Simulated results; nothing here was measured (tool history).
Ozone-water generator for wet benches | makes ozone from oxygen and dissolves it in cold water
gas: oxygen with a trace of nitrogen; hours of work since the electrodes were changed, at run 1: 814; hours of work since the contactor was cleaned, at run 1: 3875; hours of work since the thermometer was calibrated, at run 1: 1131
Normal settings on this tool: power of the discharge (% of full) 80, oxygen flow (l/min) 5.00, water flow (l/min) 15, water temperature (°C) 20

run	hour	power of the discharge (% of full)	oxygen flow (l/min)	water flow (l/min)	water temperature (°C)	hours of work since the electrodes were changed	hours of work since the contactor was cleaned	hours of work since the thermometer was calibrated	dissolved ozone (ppm)	ozone in the gas ahead of the water (g/m3)
1	0.0	80	5.00	15	20	814	3875	1131	35.6	284.1
2	66.3	80	5.00	10	20	873	3935	1190	46.8	281.8
3	106.5	80	5.00	20	20	910	3971	1227	27.5	286.8
4	135.1	80	5.00	15	20	935	3997	1252	35.2	285.5
5	201.3	80	5.00	15	20	995	4057	1312	35.4	284.8
6	235.3	80	5.00	15	20	1026	4087	1343	35.2	283.9
7	271.4	80	5.00	15	20	1058	4120	1375	35.2	283.3
8	303.4	80	5.00	15	20	1087	4148	1404	35.2	284.4
9	362.7	70	2.57	15	15	1140	4202	1457	35.2	386.8
10	412.3	78	2.57	13	28	1185	4247	1502	36.9	418.7
11	454.1	46	5.00	15	20	1223	4284	1540	23.6	189.8
12	495.9	80	3.69	15	20	1260	4322	1577	36.8	339.2

Here are 3 independent what-if runs from the current tool condition. What would each one return?
A	563.6	42	5.06	15	13	1321	4383	1638	?	?
B	563.6	98	4.65	21	20	1321	4383	1638	?	?
C	563.6	80	3.69	11	23	1321	4383	1638	?	?

run	dissolved ozone (ppm)	ozone in the gas ahead of the water (g/m3)
A	24.7	173.8
B	31.0	339.1
C	44.3	340.5
With no hidden state in the tool, these same runs would have given:
run	dissolved ozone (ppm)	ozone in the gas ahead of the water (g/m3)
A	24.7	177.1
B	31.1	345.8
C	44.3	347.1
